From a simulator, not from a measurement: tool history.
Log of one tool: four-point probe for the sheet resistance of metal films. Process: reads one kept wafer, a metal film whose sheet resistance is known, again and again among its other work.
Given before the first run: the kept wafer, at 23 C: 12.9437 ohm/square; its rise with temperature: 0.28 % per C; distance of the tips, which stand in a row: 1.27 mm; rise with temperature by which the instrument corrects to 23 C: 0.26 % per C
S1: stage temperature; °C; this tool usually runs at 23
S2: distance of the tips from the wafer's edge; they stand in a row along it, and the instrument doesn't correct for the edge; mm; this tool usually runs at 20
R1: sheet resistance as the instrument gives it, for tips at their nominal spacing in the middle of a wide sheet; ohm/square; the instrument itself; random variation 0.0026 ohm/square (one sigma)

| run | hour | S1 | S2 | R1 |
|---|---|---|---|---|
| 1 | 0 | 23 | 20 | 12.888582 |
|  | 27.7 | stage's thermometer calibrated |
| 2 | 51.6 | 23 | 20 | 12.880206 |
| 3 | 99.9 | 23 | 65 | 12.852213 |
|  | 134.3 | new probe head fitted |
| 4 | 190.7 | 25 | 20 | 13.01901 |
| 5 | 286.5 | 25 | 20 | 13.014401 |
| 6 | 363.8 | 25 | 20 | 13.010714 |
| 7 | 417.2 | 25 | 20 | 13.007526 |
| 8 | 517.9 | 25 | 20 | 13.008575 |
| 9 | 567.9 | 25 | 20 | 13.005218 |
| 10 | 624.1 | 25 | 20 | 13.000956 |
| 11 | 733.4 | 25 | 20 | 12.994175 |
| 12 | 841.6 | 25 | 20 | 12.99581 |
| 13 | 891.5 | 21 | 20 | 12.983854 |
| 14 | 990.9 | 20 | 25 | 12.968703 |
| 15 | 1052.6 | 28 | 5 | 13.395389 |
| 16 | 1147.7 | 28 | 5 | 13.398146 |
| 17 | 1252.1 | 28 | 3 | 14.080192 |
| 18 | 1323 | 18 | 5 | 13.370411 |
| 19 | 1413.9 | 31 | 5 | 13.389083 |
| 20 | 1464.5 | 26 | 5 | 13.376281 |

Below are 5 alternative next runs, each starting from the tool's condition after run 20. Predict each:
| A | 1514.9 | 30 | 10 | ? |
| B | 1514.9 | 34 | 60 | ? |
| C | 1514.9 | 34 | 5 | ? |
| D | 1514.9 | 26 | 20 | ? |
| E | 1514.9 | 22 | 17 | ? |

| run | R1 |
|---|---|
| A | 13.057851 |
| B | 12.95521 |
| C | 13.38253 |
| D | 12.969509 |
| E | 12.972479 |
Without the tool's hidden state the same runs would have given:
| run | R1 |
|---|---|
| A | 13.065566 |
| B | 12.963016 |
| C | 13.390537 |
| D | 12.977042 |
| E | 12.979867 |
